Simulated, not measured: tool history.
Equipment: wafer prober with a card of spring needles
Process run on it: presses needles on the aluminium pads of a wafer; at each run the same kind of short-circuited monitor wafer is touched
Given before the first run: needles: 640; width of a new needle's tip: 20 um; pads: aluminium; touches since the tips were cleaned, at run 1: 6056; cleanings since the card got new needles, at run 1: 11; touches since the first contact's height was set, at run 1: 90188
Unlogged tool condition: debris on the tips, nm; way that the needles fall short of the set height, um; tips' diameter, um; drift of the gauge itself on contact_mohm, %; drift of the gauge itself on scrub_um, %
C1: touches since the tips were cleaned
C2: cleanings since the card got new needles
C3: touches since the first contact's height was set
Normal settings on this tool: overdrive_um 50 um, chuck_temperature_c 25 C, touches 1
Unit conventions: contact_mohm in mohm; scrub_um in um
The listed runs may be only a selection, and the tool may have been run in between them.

{"run": 1, "hour": 0.0, "overdrive_um": 50, "chuck_temperature_c": 25, "touches": 1, "C1": 6056, "C2": 11, "C3": 90188, "contact_mohm": 866, "scrub_um": 7.31}
{"hour": 2.0, "done": "tips cleaned on abrasive film"}
{"run": 2, "hour": 15.3, "overdrive_um": 50, "chuck_temperature_c": 25, "touches": 1, "C1": 5002, "C2": 12, "C3": 95893, "contact_mohm": 1244, "scrub_um": 7.2}
{"hour": 20.7, "done": "tips cleaned on abrasive film"}
{"hour": 38.3, "done": "tips cleaned on abrasive film"}
{"run": 3, "hour": 45.6, "overdrive_um": 50, "chuck_temperature_c": 25, "touches": 1, "C1": 2712, "C2": 14, "C3": 107142, "contact_mohm": 681, "scrub_um": 7.18}
{"hour": 56.0, "done": "tips cleaned on abrasive film"}
{"run": 4, "hour": 69.1, "overdrive_um": 50, "chuck_temperature_c": 25, "touches": 1, "C1": 4907, "C2": 15, "C3": 115925, "contact_mohm": 864, "scrub_um": 7.14}
{"hour": 74.5, "done": "tips cleaned on abrasive film"}
{"run": 5, "hour": 89.1, "overdrive_um": 44, "chuck_temperature_c": 25, "touches": 1, "C1": 5465, "C2": 16, "C3": 123350, "contact_mohm": 1081, "scrub_um": 6.31}
{"hour": 94.0, "done": "tips cleaned on abrasive film"}
{"run": 6, "hour": 110.4, "overdrive_um": 44, "chuck_temperature_c": 25, "touches": 3, "C1": 6132, "C2": 17, "C3": 131302, "contact_mohm": 587, "scrub_um": 6.27}
{"hour": 113.1, "done": "tips cleaned on abrasive film"}
{"hour": 131.1, "done": "tips cleaned on abrasive film"}
{"run": 7, "hour": 132.5, "overdrive_um": 44, "chuck_temperature_c": 25, "touches": 3, "C1": 538, "C2": 19, "C3": 139505, "contact_mohm": 309, "scrub_um": 6.27}
{"hour": 149.6, "done": "tips cleaned on abrasive film"}
{"run": 8, "hour": 151.7, "overdrive_um": 44, "chuck_temperature_c": 25, "touches": 3, "C1": 795, "C2": 20, "C3": 146674, "contact_mohm": 349, "scrub_um": 6.23}
{"hour": 160.1, "done": "tips cleaned on abrasive film, once more"}
{"run": 9, "hour": 171.8, "overdrive_um": 50, "chuck_temperature_c": 65, "touches": 1, "C1": 4401, "C2": 21, "C3": 154154, "contact_mohm": 820, "scrub_um": 7.1}
{"hour": 178.6, "done": "tips cleaned on abrasive film"}
{"run": 10, "hour": 184.0, "overdrive_um": 50, "chuck_temperature_c": 65, "touches": 1, "C1": 2031, "C2": 22, "C3": 158683, "contact_mohm": 552, "scrub_um": 7.11}
{"hour": 197.4, "done": "tips cleaned on abrasive film"}
{"run": 11, "hour": 205.7, "overdrive_um": 50, "chuck_temperature_c": 25, "touches": 2, "C1": 3113, "C2": 23, "C3": 166766, "contact_mohm": 540, "scrub_um": 7.1}
{"hour": 214.8, "done": "tips cleaned on abrasive film"}
{"run": 12, "hour": 222.0, "overdrive_um": 50, "chuck_temperature_c": 25, "touches": 2, "C1": 2694, "C2": 24, "C3": 172847, "contact_mohm": 505, "scrub_um": 7.08}
{"hour": 232.9, "done": "tips cleaned on abrasive film"}
{"run": 13, "hour": 239.1, "overdrive_um": 50, "chuck_temperature_c": 101, "touches": 1, "C1": 2326, "C2": 25, "C3": 179213, "contact_mohm": 586, "scrub_um": 7.18}
{"hour": 250.6, "done": "tips cleaned on abrasive film"}
{"run": 14, "hour": 252.3, "overdrive_um": 50, "chuck_temperature_c": 25, "touches": 1, "C1": 607, "C2": 26, "C3": 184092, "contact_mohm": 445, "scrub_um": 7.07}
{"hour": 269.3, "done": "tips cleaned on abrasive film"}
{"run": 15, "hour": 277.9, "overdrive_um": 50, "chuck_temperature_c": 25, "touches": 1, "C1": 3229, "C2": 27, "C3": 193652, "contact_mohm": 775, "scrub_um": 7.03}
{"hour": 287.7, "done": "tips cleaned on abrasive film"}
{"hour": 306.0, "done": "tips cleaned on abrasive film"}
{"run": 16, "hour": 306.9, "overdrive_um": 50, "chuck_temperature_c": 25, "touches": 1, "C1": 322, "C2": 29, "C3": 204434, "contact_mohm": 344, "scrub_um": 7.02}
{"hour": 323.9, "done": "tips cleaned on abrasive film"}
{"run": 17, "hour": 329.9, "overdrive_um": 48, "chuck_temperature_c": 25, "touches": 2, "C1": 2240, "C2": 30, "C3": 213021, "contact_mohm": 489, "scrub_um": 6.77}
{"hour": 342.0, "done": "tips cleaned on abrasive film"}
{"hour": 359.9, "done": "tips cleaned on abrasive film"}
{"run": 18, "hour": 359.9, "overdrive_um": 48, "chuck_temperature_c": 25, "touches": 2, "C1": 0, "C2": 32, "C3": 224190, "contact_mohm": 292, "scrub_um": 6.74}
{"hour": 378.8, "done": "tips cleaned on abrasive film"}
{"run": 19, "hour": 383.0, "overdrive_um": 48, "chuck_temperature_c": 25, "touches": 2, "C1": 1554, "C2": 33, "C3": 232775, "contact_mohm": 459, "scrub_um": 6.65}
{"run": 20, "hour": 395.2, "overdrive_um": 48, "chuck_temperature_c": 25, "touches": 2, "C1": 6128, "C2": 33, "C3": 237349, "contact_mohm": 734, "scrub_um": 6.65}
{"hour": 397.0, "done": "tips cleaned on abrasive film"}
{"hour": 403.5, "done": "height of the first contact set anew"}
{"run": 21, "hour": 408.9, "overdrive_um": 67, "chuck_temperature_c": 104, "touches": 1, "C1": 4367, "C2": 34, "C3": 2014, "contact_mohm": 544, "scrub_um": 9.86}
{"hour": 415.5, "done": "tips cleaned on abrasive film"}
{"run": 22, "hour": 431.7, "overdrive_um": 67, "chuck_temperature_c": 104, "touches": 1, "C1": 6055, "C2": 35, "C3": 10510, "contact_mohm": 610, "scrub_um": 9.89}
{"hour": 433.7, "done": "tips cleaned on abrasive film"}
{"run": 23, "hour": 444.1, "overdrive_um": 67, "chuck_temperature_c": 104, "touches": 1, "C1": 3898, "C2": 36, "C3": 15114, "contact_mohm": 553, "scrub_um": 9.92}
{"hour": 452.4, "done": "tips cleaned on abrasive film"}
{"hour": 470.8, "done": "tips cleaned on abrasive film"}
{"run": 24, "hour": 474.3, "overdrive_um": 38, "chuck_temperature_c": 25, "touches": 2, "C1": 1318, "C2": 38, "C3": 26353, "contact_mohm": 529, "scrub_um": 5.54}
{"hour": 488.5, "done": "tips cleaned on abrasive film"}
{"run": 25, "hour": 493.5, "overdrive_um": 37, "chuck_temperature_c": 25, "touches": 1, "C1": 1866, "C2": 39, "C3": 33492, "contact_mohm": 838, "scrub_um": 5.47}
{"hour": 507.4, "done": "tips cleaned on abrasive film"}
{"run": 26, "hour": 520.5, "overdrive_um": 50, "chuck_temperature_c": 25, "touches": 3, "C1": 4901, "C2": 40, "C3": 43555, "contact_mohm": 466, "scrub_um": 7.35}
{"hour": 525.8, "done": "tips cleaned on abrasive film"}
{"run": 27, "hour": 533.3, "overdrive_um": 38, "chuck_temperature_c": 99, "touches": 1, "C1": 2823, "C2": 41, "C3": 48339, "contact_mohm": 934, "scrub_um": 5.57}
{"hour": 543.9, "done": "tips cleaned on abrasive film"}
{"run": 28, "hour": 556.7, "overdrive_um": 38, "chuck_temperature_c": 99, "touches": 1, "C1": 4830, "C2": 42, "C3": 57070, "contact_mohm": 1212, "scrub_um": 5.59}
{"hour": 561.6, "done": "tips cleaned on abrasive film"}
{"run": 29, "hour": 578.7, "overdrive_um": 38, "chuck_temperature_c": 99, "touches": 1, "C1": 6400, "C2": 43, "C3": 65249, "contact_mohm": 1388, "scrub_um": 5.51}
{"hour": 581.2, "done": "tips cleaned on abrasive film"}
{"run": 30, "hour": 592.2, "overdrive_um": 38, "chuck_temperature_c": 99, "touches": 1, "C1": 4125, "C2": 44, "C3": 70268, "contact_mohm": 1209, "scrub_um": 5.49}
{"hour": 598.9, "done": "tips cleaned on abrasive film"}
{"hour": 616.8, "done": "tips cleaned on abrasive film"}
{"run": 31, "hour": 616.8, "overdrive_um": 32, "chuck_temperature_c": 25, "touches": 1, "C1": 0, "C2": 46, "C3": 79403, "contact_mohm": 350, "scrub_um": 4.64}
{"hour": 634.3, "done": "tips cleaned on abrasive film"}
{"run": 32, "hour": 636.5, "overdrive_um": 68, "chuck_temperature_c": 25, "touches": 1, "C1": 832, "C2": 47, "C3": 86750, "contact_mohm": 372, "scrub_um": 9.96}

Each row is a separate what-if for the run after 32, all from the same tool condition, not one after another. Results?
{"hour": 651.6, "done": "tips cleaned on abrasive film"}
{"run": "A", "hour": 652.3, "overdrive_um": 33, "chuck_temperature_c": 98, "touches": 2, "C1": 273, "C2": 48, "C3": 92623, "contact_mohm": "?", "scrub_um": "?"}
{"hour": 651.6, "done": "tips cleaned on abrasive film"}
{"run": "B", "hour": 652.3, "overdrive_um": 68, "chuck_temperature_c": 76, "touches": 2, "C1": 273, "C2": 48, "C3": 92623, "contact_mohm": "?", "scrub_um": "?"}
{"hour": 651.6, "done": "tips cleaned on abrasive film"}
{"run": "C", "hour": 652.3, "overdrive_um": 59, "chuck_temperature_c": 25, "touches": 1, "C1": 273, "C2": 48, "C3": 92623, "contact_mohm": "?", "scrub_um": "?"}

run=A contact_mohm=392 scrub_um=4.72
run=B contact_mohm=284 scrub_um=9.92
run=C contact_mohm=307 scrub_um=8.6
With the hidden condition removed and each run's random variation left untouched, the same runs would have given:
run=A contact_mohm=291 scrub_um=4.86
run=B contact_mohm=258 scrub_um=10.06
run=C contact_mohm=248 scrub_um=8.74
